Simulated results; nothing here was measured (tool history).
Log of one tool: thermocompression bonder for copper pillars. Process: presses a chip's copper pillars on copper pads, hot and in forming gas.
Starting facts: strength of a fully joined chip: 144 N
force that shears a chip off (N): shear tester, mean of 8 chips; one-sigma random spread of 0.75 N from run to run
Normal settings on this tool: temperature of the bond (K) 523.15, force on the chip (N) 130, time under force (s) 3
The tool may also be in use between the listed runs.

run	hour	temperature of the bond (K)	force on the chip (N)	time under force (s)	force that shears a chip off (N)
1	0.0	523.15	130	3	54.8
2	36.1	523.15	130	3	56.4
3	81.0	523.15	130	3	55.1
4	109.7	523.15	130	3	56.0
5	148.4	523.15	130	3	55.8
6	186.0	503.15	130	3	39.7
7	214.2	503.15	130	3	38.8
8	259.5	503.15	130	3	40.0
9	282.7	503.15	130	3	37.9
10	326.0	523.15	130	3	54.4
11	364.1	523.15	117	7	71.7
12	390.8	523.15	130	3	55.9
13	427.8	502.15	81	3	28.1

What will run 14 give?
14	465.3	502.15	81	3	?

force that shears a chip off (N): 28.2
With no hidden state in the tool, this same run would have given force that shears a chip off (N) 28.1.
